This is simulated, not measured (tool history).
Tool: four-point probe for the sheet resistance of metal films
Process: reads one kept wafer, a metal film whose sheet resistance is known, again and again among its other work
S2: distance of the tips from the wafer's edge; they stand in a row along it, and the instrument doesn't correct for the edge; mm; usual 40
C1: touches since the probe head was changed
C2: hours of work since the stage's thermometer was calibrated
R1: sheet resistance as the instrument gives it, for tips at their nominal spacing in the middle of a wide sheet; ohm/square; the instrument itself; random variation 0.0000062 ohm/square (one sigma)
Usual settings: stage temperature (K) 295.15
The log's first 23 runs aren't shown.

run 24 hour=1005.8 | stage_temperature_(K)=294.15 S2=10 | C1=53008 C2=1552 | R1=0.031266
run 25 hour=1061.3 | stage_temperature_(K)=293.15 S2=11 | C1=54301 C2=1588 | R1=0.031273
run 26 hour=1113.3 | stage_temperature_(K)=302.15 S2=17 | C1=55513 C2=1622 | R1=0.031124
run 27 hour=1174.6 | stage_temperature_(K)=299.15 S2=5 | C1=56941 C2=1661 | R1=0.031315
run 28 hour=1213.8 | stage_temperature_(K)=295.15 S2=6 | C1=57853 C2=1687 | R1=0.03133
run 29 hour=1274.3 | stage_temperature_(K)=295.15 S2=6 | C1=59263 C2=1726 | R1=0.031327
run 30 hour=1331.5 | stage_temperature_(K)=295.15 S2=5 | C1=60593 C2=1764 | R1=0.031372
-- hour=1354.8 stage's thermometer calibrated
run 31 hour=1393.1 | stage_temperature_(K)=296.15 S2=4 | C1=62018 C2=25 | R1=0.031454
run 32 hour=1430.2 | stage_temperature_(K)=296.15 S2=4 | C1=62881 C2=49 | R1=0.031475
run 33 hour=1464.3 | stage_temperature_(K)=296.15 S2=4 | C1=63677 C2=71 | R1=0.031464
run 34 hour=1510.8 | stage_temperature_(K)=307.15 S2=4 | C1=64760 C2=102 | R1=0.03129
run 35 hour=1560.9 | stage_temperature_(K)=298.15 S2=3 | C1=65925 C2=134 | R1=0.031621
run 36 hour=1608.7 | stage_temperature_(K)=308.15 S2=67 | C1=67038 C2=165 | R1=0.031016
run 37 hour=1660.9 | stage_temperature_(K)=308.15 S2=67 | C1=68254 C2=199 | R1=0.031017
run 38 hour=1724.2 | stage_temperature_(K)=308.15 S2=67 | C1=69729 C2=241 | R1=0.031026
run 39 hour=1757.1 | stage_temperature_(K)=294.15 S2=25 | C1=70495 C2=262 | R1=0.031222

Forecast each of these 4 alternatives for the next run:
run A hour=1810 | stage_temperature_(K)=293.15 S2=13 | C1=71728 C2=296 | R1=?
run B hour=1810 | stage_temperature_(K)=298.15 S2=54 | C1=71728 C2=296 | R1=?
run C hour=1810 | stage_temperature_(K)=301.15 S2=3 | C1=71728 C2=296 | R1=?
run D hour=1810 | stage_temperature_(K)=296.15 S2=40 | C1=71728 C2=296 | R1=?

run=A R1=0.031274
run=B R1=0.031169
run=C R1=0.031578
run=D R1=0.031196
Without the tool's hidden state the same runs would have given:
run=A R1=0.031275
run=B R1=0.031171
run=C R1=0.031579
run=D R1=0.031198
